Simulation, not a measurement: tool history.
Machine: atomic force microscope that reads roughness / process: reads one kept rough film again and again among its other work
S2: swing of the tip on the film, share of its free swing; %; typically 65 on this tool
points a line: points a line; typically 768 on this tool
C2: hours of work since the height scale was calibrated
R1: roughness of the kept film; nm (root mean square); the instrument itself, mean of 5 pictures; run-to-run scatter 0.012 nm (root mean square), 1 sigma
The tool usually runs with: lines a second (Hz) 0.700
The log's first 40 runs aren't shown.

At hour 1788.6: new tip fitted.
Run 41, hour 1826.3: usual settings but lines a second (Hz) 1.595, S2 77 %, points a line 425; pictures with this tip 55; C2 187. Result: R1 2.670 nm (root mean square).
At hour 1868.1: new tip fitted.
Run 42, hour 1875.4: usual settings but S2 58 %, points a line 997; pictures with this tip 11; C2 213. Result: R1 2.845 nm (root mean square).
Run 43, hour 1933.6: usual settings but S2 58 %, points a line 997; pictures with this tip 96; C2 243. Result: R1 2.835 nm (root mean square).
At hour 1947.8: new tip fitted.
Run 44, hour 1963.3: usual settings but lines a second (Hz) 0.992, S2 69 %, points a line 603; pictures with this tip 23; C2 259. Result: R1 2.804 nm (root mean square).
Run 45, hour 1994.9: usual settings but lines a second (Hz) 0.992, S2 69 %, points a line 603; pictures with this tip 69; C2 276. Result: R1 2.771 nm (root mean square).
At hour 2026.3: new tip fitted.
Run 46, hour 2056.0: usual settings but lines a second (Hz) 3.334, S2 73 %, points a line 385; pictures with this tip 44; C2 308. Result: R1 2.583 nm (root mean square).
Run 47, hour 2095.7: usual settings but lines a second (Hz) 1.090, S2 70 %, points a line 878; pictures with this tip 102; C2 328. Result: R1 2.753 nm (root mean square).
At hour 2106.5: new tip fitted.
Run 48, hour 2148.5: usual settings but lines a second (Hz) 0.575, S2 70 %, points a line 923; pictures with this tip 61; C2 356. Result: R1 2.813 nm (root mean square).
At hour 2184.5: new tip fitted.
Run 49, hour 2208.2: usual settings but lines a second (Hz) 1.388, S2 64 %; pictures with this tip 35; C2 387. Result: R1 2.781 nm (root mean square).

Predict each of these 5 candidate next runs independently; none follows another, all start after run 49:
Run A, hour 2254.4: usual settings but lines a second (Hz) 1.388, S2 64 %, points a line 556; pictures with this tip 103; C2 412. Result: R1 ?.
Run B, hour 2254.4: usual settings but S2 74 %; pictures with this tip 103; C2 412. Result: R1 ?.
Run C, hour 2254.4: usual settings but lines a second (Hz) 2.581, S2 79 %, points a line 390; pictures with this tip 103; C2 412. Result: R1 ?.
Run D, hour 2254.4: usual settings but lines a second (Hz) 1.388, S2 74 %, points a line 601; pictures with this tip 103; C2 412. Result: R1 ?.
Run E, hour 2254.4: usual settings but lines a second (Hz) 2.092, S2 57 %, points a line 591; pictures with this tip 103; C2 412. Result: R1 ?.

run     R1
  A  2.781
  B  2.792
  C  2.570
  D  2.721
  E  2.780
Had the tool no hidden state, the same runs would have come out as:
run     R1
  A  2.794
  B  2.805
  C  2.581
  D  2.733
  E  2.793
